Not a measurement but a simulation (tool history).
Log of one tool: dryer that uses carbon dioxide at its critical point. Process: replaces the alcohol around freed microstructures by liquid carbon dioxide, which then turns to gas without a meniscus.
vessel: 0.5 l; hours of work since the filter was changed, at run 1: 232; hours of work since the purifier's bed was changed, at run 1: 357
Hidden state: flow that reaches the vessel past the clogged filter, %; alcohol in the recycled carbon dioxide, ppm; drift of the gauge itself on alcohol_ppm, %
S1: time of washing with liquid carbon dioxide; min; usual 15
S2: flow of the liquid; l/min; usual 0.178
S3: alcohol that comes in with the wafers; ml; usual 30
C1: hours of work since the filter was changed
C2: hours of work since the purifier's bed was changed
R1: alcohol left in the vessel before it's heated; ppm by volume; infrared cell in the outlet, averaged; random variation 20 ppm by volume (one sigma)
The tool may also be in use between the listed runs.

run 1 hour=0.0 | S1=15 S2=0.178 S3=30 | C1=232 C2=357 | R1=1536
run 2 hour=23.7 | S1=15 S2=0.178 S3=30 | C1=241 C2=366 | R1=1623
run 3 hour=42.1 | S1=15 S2=0.178 S3=30 | C1=248 C2=373 | R1=1614
run 4 hour=58.1 | S1=15 S2=0.178 S3=30 | C1=254 C2=379 | R1=1588
run 5 hour=88.9 | S1=12 S2=0.178 S3=30 | C1=266 C2=391 | R1=3248
run 6 hour=117.3 | S1=12 S2=0.178 S3=30 | C1=277 C2=401 | R1=3307
run 7 hour=136.5 | S1=12 S2=0.178 S3=30 | C1=284 C2=409 | R1=3297
run 8 hour=158.4 | S1=12 S2=0.178 S3=30 | C1=292 C2=417 | R1=3265
run 9 hour=187.6 | S1=12 S2=0.178 S3=30 | C1=303 C2=428 | R1=3277
run 10 hour=211.2 | S1=12 S2=0.178 S3=30 | C1=312 C2=437 | R1=3281
run 11 hour=231.6 | S1=12 S2=0.178 S3=30 | C1=320 C2=444 | R1=3311
run 12 hour=263.5 | S1=17 S2=0.218 S3=102 | C1=332 C2=457 | R1=1307
run 13 hour=278.7 | S1=12 S2=0.136 S3=59 | C1=337 C2=462 | R1=13649
run 14 hour=294.5 | S1=15 S2=0.165 S3=30 | C1=343 C2=468 | R1=2220
run 15 hour=311.3 | S1=12 S2=0.137 S3=30 | C1=350 C2=475 | R1=6803
run 16 hour=343.6 | S1=12 S2=0.137 S3=30 | C1=362 C2=487 | R1=6726
run 17 hour=359.5 | S1=12 S2=0.272 S3=23 | C1=368 C2=493 | R1=590
run 18 hour=385.7 | S1=12 S2=0.121 S3=22 | C1=378 C2=503 | R1=6734
-- hour=397.6 inlet filter changed
run 19 hour=417.9 | S1=17 S2=0.178 S3=59 | C1=8 C2=514 | R1=1580
run 20 hour=443.9 | S1=17 S2=0.178 S3=59 | C1=17 C2=524 | R1=1601
run 21 hour=475.4 | S1=15 S2=0.146 S3=73 | C1=29 C2=536 | R1=6777

Hidden state or all else? Some run-to-run changes of R1, split into what the settings, what came in and random variation would give without the hidden state, and what is left for the hidden state (with any gauge scatter that isn't in both results):
Run 12 -> 13: S1 17 -> 12, S2 0.218 -> 0.136, S3 102 -> 59. R1 +12342 ppm by volume: hidden state +1464, all else +10878.
Run 13 -> 14: S1 12 -> 15, S2 0.136 -> 0.165, S3 59 -> 30. R1 -11429 ppm by volume: hidden state -1377, all else -10052.

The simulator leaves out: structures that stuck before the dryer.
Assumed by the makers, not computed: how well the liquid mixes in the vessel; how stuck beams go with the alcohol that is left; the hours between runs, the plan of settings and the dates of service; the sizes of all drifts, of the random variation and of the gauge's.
